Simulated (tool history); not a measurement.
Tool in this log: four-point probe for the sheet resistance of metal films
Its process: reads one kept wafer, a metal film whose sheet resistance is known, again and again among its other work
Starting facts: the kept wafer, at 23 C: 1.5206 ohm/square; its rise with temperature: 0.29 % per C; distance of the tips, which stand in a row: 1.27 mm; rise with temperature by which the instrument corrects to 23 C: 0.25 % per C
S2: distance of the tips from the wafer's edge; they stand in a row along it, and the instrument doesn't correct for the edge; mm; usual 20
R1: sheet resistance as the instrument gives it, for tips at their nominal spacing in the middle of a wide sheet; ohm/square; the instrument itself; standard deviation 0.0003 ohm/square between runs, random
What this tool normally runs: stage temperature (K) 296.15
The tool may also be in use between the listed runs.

{"run": 1, "hour": 0.0, "stage temperature (K)": 296.15, "S2": 20, "R1": 1.518614}
{"run": 2, "hour": 13.6, "stage temperature (K)": 296.15, "S2": 20, "R1": 1.519046}
{"run": 3, "hour": 27.8, "stage temperature (K)": 296.15, "S2": 20, "R1": 1.518712}
{"run": 4, "hour": 45.1, "stage temperature (K)": 296.15, "S2": 4, "R1": 1.59306}
{"run": 5, "hour": 62.7, "stage temperature (K)": 296.15, "S2": 14, "R1": 1.521428}
{"run": 6, "hour": 82.1, "stage temperature (K)": 296.15, "S2": 14, "R1": 1.521728}
{"run": 7, "hour": 98.1, "stage temperature (K)": 296.15, "S2": 14, "R1": 1.521835}
{"run": 8, "hour": 113.3, "stage temperature (K)": 296.15, "S2": 14, "R1": 1.521387}
{"run": 9, "hour": 126.7, "stage temperature (K)": 296.15, "S2": 14, "R1": 1.521994}
{"run": 10, "hour": 145.3, "stage temperature (K)": 296.15, "S2": 14, "R1": 1.521222}
{"run": 11, "hour": 160.0, "stage temperature (K)": 296.15, "S2": 20, "R1": 1.518353}
{"run": 12, "hour": 177.3, "stage temperature (K)": 296.15, "S2": 26, "R1": 1.516936}
{"run": 13, "hour": 196.1, "stage temperature (K)": 296.15, "S2": 26, "R1": 1.516303}
{"run": 14, "hour": 209.7, "stage temperature (K)": 295.15, "S2": 20, "R1": 1.517434}
{"run": 15, "hour": 220.9, "stage temperature (K)": 295.15, "S2": 4, "R1": 1.591947}
{"run": 16, "hour": 233.7, "stage temperature (K)": 305.15, "S2": 4, "R1": 1.597061}
{"run": 17, "hour": 241.7, "stage temperature (K)": 296.15, "S2": 16, "R1": 1.519709}
{"hour": 243.5, "done": "stage's thermometer calibrated"}
{"run": 18, "hour": 261.3, "stage temperature (K)": 296.15, "S2": 4, "R1": 1.592001}
{"hour": 273.9, "done": "stage's thermometer calibrated, once more"}
{"run": 19, "hour": 279.9, "stage temperature (K)": 296.15, "S2": 4, "R1": 1.591284}
{"run": 20, "hour": 297.6, "stage temperature (K)": 296.15, "S2": 4, "R1": 1.591099}
{"run": 21, "hour": 315.1, "stage temperature (K)": 296.15, "S2": 10, "R1": 1.526012}
{"run": 22, "hour": 328.1, "stage temperature (K)": 296.15, "S2": 10, "R1": 1.526781}
{"run": 23, "hour": 347.6, "stage temperature (K)": 304.15, "S2": 57, "R1": 1.517483}
{"run": 24, "hour": 366.6, "stage temperature (K)": 301.15, "S2": 16, "R1": 1.520424}
{"run": 25, "hour": 380.0, "stage temperature (K)": 296.15, "S2": 25, "R1": 1.514528}
{"run": 26, "hour": 396.1, "stage temperature (K)": 301.15, "S2": 7, "R1": 1.541555}
{"run": 27, "hour": 407.4, "stage temperature (K)": 301.15, "S2": 7, "R1": 1.54163}
{"run": 28, "hour": 416.7, "stage temperature (K)": 295.15, "S2": 50, "R1": 1.5124}
{"run": 29, "hour": 429.3, "stage temperature (K)": 296.15, "S2": 17, "R1": 1.516735}
{"run": 30, "hour": 439.2, "stage temperature (K)": 297.15, "S2": 23, "R1": 1.515332}
{"run": 31, "hour": 447.6, "stage temperature (K)": 291.15, "S2": 24, "R1": 1.512042}
{"run": 32, "hour": 464.3, "stage temperature (K)": 291.15, "S2": 24, "R1": 1.51181}
{"run": 33, "hour": 473.3, "stage temperature (K)": 291.15, "S2": 47, "R1": 1.510199}
{"run": 34, "hour": 491.7, "stage temperature (K)": 302.15, "S2": 8, "R1": 1.535918}
{"run": 35, "hour": 501.2, "stage temperature (K)": 307.15, "S2": 3, "R1": 1.649672}
{"run": 36, "hour": 513.6, "stage temperature (K)": 307.15, "S2": 3, "R1": 1.650173}
{"run": 37, "hour": 530.0, "stage temperature (K)": 292.15, "S2": 50, "R1": 1.510391}
{"run": 38, "hour": 545.2, "stage temperature (K)": 297.15, "S2": 18, "R1": 1.515922}
{"run": 39, "hour": 560.6, "stage temperature (K)": 292.15, "S2": 5, "R1": 1.559927}
{"run": 40, "hour": 568.9, "stage temperature (K)": 296.15, "S2": 28, "R1": 1.513388}
{"run": 41, "hour": 581.9, "stage temperature (K)": 293.15, "S2": 39, "R1": 1.511481}

Predict each of these 4 candidate next runs independently; none follows another, all start after run 41:
{"run": "A", "hour": 590.0, "stage temperature (K)": 294.15, "S2": 71, "R1": "?"}
{"run": "B", "hour": 590.0, "stage temperature (K)": 298.15, "S2": 31, "R1": "?"}
{"run": "C", "hour": 590.0, "stage temperature (K)": 296.15, "S2": 34, "R1": "?"}
{"run": "D", "hour": 590.0, "stage temperature (K)": 305.15, "S2": 32, "R1": "?"}

run=A R1=1.510722
run=B R1=1.513485
run=C R1=1.5132
run=D R1=1.517155
Stripped of hidden state, with their random variation kept, the same runs would have yielded:
run=A R1=1.519668
run=B R1=1.522454
run=C R1=1.522164
run=D R1=1.52616
